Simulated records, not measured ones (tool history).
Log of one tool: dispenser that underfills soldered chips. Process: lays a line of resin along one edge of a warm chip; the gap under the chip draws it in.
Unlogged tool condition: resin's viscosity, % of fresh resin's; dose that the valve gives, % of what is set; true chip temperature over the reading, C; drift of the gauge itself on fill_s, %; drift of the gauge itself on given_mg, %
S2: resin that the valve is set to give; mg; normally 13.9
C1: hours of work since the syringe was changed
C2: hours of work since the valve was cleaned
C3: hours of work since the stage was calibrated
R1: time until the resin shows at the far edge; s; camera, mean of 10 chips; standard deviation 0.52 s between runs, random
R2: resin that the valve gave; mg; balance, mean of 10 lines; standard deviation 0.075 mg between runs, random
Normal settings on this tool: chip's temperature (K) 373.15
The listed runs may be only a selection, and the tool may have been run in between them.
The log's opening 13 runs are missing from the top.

At hour 156.2: new syringe of resin.
Run 14, hour 156.2: usual settings but chip's temperature (K) 365.15; C1 0; C2 21; C3 460. Result: R1 55.8 s, R2 13.77 mg.
Run 15, hour 166.6: usual settings but S2 13.1 mg; C1 7; C2 28; C3 467. Result: R1 61.8 s, R2 12.82 mg.
At hour 167.8: new syringe of resin.
Run 16, hour 176.3: usual settings but S2 13.1 mg; C1 5; C2 34; C3 473. Result: R1 58.6 s, R2 12.93 mg.
At hour 179.7: new syringe of resin.
Run 17, hour 188.9: usual settings but S2 13.1 mg; C1 6; C2 42; C3 481. Result: R1 59.6 s, R2 12.73 mg.
At hour 190.6: new syringe of resin.
Run 18, hour 200.5: usual settings but S2 13.1 mg; C1 6; C2 49; C3 489. Result: R1 59.7 s, R2 12.67 mg.
At hour 202.1: new syringe of resin.
Run 19, hour 212.5: usual settings but chip's temperature (K) 370.15, S2 16.3 mg; C1 7; C2 57; C3 496. Result: R1 67.3 s, R2 15.47 mg.
At hour 213.5: new syringe of resin.
Run 20, hour 219.2: usual settings but chip's temperature (K) 370.15, S2 16.3 mg; C1 4; C2 61; C3 500. Result: R1 55.8 s, R2 15.69 mg.
At hour 224.6: new syringe of resin.
Run 21, hour 233.4: usual settings but chip's temperature (K) 364.15, S2 17.3 mg; C1 6; C2 70; C3 509. Result: R1 82 s, R2 16.38 mg.
At hour 235.8: new syringe of resin.
Run 22, hour 243.6: usual settings but chip's temperature (K) 369.15, S2 15.7 mg; C1 5; C2 77; C3 516. Result: R1 64.9 s, R2 14.93 mg.
At hour 247.6: new syringe of resin.
Run 23, hour 253.8: usual settings but chip's temperature (K) 369.15, S2 15.7 mg; C1 4; C2 83; C3 522. Result: R1 58.7 s, R2 14.84 mg.
At hour 258.5: new syringe of resin.
Run 24, hour 268.7: usual settings but chip's temperature (K) 369.15, S2 15.7 mg; C1 7; C2 92; C3 532. Result: R1 67.3 s, R2 14.59 mg.
At hour 269.9: new syringe of resin.
At hour 281.1: new syringe of resin.
At hour 283.6: dispensing valve cleaned and set on the balance.
Run 25, hour 284.5: usual settings but chip's temperature (K) 369.15, S2 15.7 mg; C1 2; C2 1; C3 541. Result: R1 49.5 s, R2 15.59 mg.
At hour 293.5: new syringe of resin.
Run 26, hour 296.1: usual settings but chip's temperature (K) 375.15, S2 15.7 mg; C1 2; C2 8; C3 548. Result: R1 38.5 s, R2 15.64 mg.
At hour 304.8: new syringe of resin.
Run 27, hour 308.4: usual settings but chip's temperature (K) 368.15, S2 13 mg; C1 2; C2 16; C3 556. Result: R1 56.6 s, R2 12.87 mg.
At hour 316.2: new syringe of resin.
Run 28, hour 317.4: usual settings but chip's temperature (K) 362.15, S2 13.3 mg; C1 1; C2 21; C3 562. Result: R1 67.4 s, R2 13.09 mg.
Run 29, hour 324.9: usual settings but chip's temperature (K) 383.15; C1 6; C2 26; C3 566. Result: R1 36 s, R2 13.66 mg.
At hour 328.2: new syringe of resin.
Run 30, hour 331.2: usual settings but chip's temperature (K) 383.15; C1 2; C2 30; C3 570. Result: R1 28.4 s, R2 13.62 mg.
At hour 339.3: new syringe of resin.
At hour 340.3: stage's temperature calibrated.
Run 31, hour 341.8: usual settings but chip's temperature (K) 383.15; C1 1; C2 36; C3 1. Result: R1 30.1 s, R2 13.63 mg.
Run 32, hour 348.6: usual settings but chip's temperature (K) 374.15, S2 18 mg; C1 5; C2 40; C3 5. Result: R1 57.5 s, R2 17.48 mg.
At hour 351.8: new syringe of resin.
Run 33, hour 361.2: usual settings but chip's temperature (K) 367.15, S2 12 mg; C1 6; C2 48; C3 13. Result: R1 90.5 s, R2 11.51 mg.
At hour 362.6: new syringe of resin.
Run 34, hour 370.1: usual settings but chip's temperature (K) 367.15, S2 12 mg; C1 5; C2 54; C3 19. Result: R1 82.2 s, R2 11.49 mg.

Each row is a separate what-if for the run after 34, all from the same tool condition, not one after another. Results?
At hour 374.1: new syringe of resin.
At hour 385.1: new syringe of resin.
Run A, hour 385.1: usual settings but chip's temperature (K) 384.15, S2 13.3 mg; C1 0; C2 63; C3 28. Result: R1 ?, R2 ?.
At hour 374.1: new syringe of resin.
At hour 385.1: new syringe of resin.
Run B, hour 385.1: usual settings but chip's temperature (K) 369.15, S2 16.5 mg; C1 0; C2 63; C3 28. Result: R1 ?, R2 ?.
At hour 374.1: new syringe of resin.
At hour 385.1: new syringe of resin.
Run C, hour 385.1: usual settings but chip's temperature (K) 378.15, S2 14 mg; C1 0; C2 63; C3 28. Result: R1 ?, R2 ?.

run    R1     R2
  A  28.3   12.8
  B  50.3  15.89
  C  35.1  13.37
The same runs, with their run-to-run variation unchanged, on a tool lacking any hidden condition would have given:
run    R1     R2
  A  27.7  13.35
  B  49.6  16.58
  C  34.5  13.95
